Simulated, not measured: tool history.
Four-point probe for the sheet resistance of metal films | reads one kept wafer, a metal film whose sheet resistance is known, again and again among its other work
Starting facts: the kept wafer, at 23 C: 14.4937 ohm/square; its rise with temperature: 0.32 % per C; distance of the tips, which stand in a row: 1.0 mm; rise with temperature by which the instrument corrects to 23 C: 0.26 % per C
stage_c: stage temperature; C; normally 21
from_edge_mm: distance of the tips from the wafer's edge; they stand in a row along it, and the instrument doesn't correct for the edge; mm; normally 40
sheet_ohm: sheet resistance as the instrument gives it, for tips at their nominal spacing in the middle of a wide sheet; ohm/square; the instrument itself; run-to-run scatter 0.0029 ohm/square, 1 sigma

run   hour  stage_c  from_edge_mm  sheet_ohm
  1      0       21            40  14.431241
  2   17.9       21            40   14.43048
  3   44.6       21            40  14.430226
  4   70.3       21            40  14.429004
  5   86.2       21            22  14.444289
  6  108.5       21            40  14.432575
  7  126.6       21            40  14.429976
  8  147.1       21            40  14.434539
  9  162.3       21            40  14.431676
 10  174.5       21            40  14.432093
 11  189.8       21             6  14.645744
 12  205.8       21            40   14.43375
     208.1  -- stage's thermometer calibrated
 13  223.8       21            40  14.440612

Predict the results of run 14:
 14  249.2       21            40          ?

sheet_ohm: 14.428646 ohm/square
On a tool with no hidden condition, and with the same random variation, this run would have come out at sheet_ohm 14.479103 ohm/square.
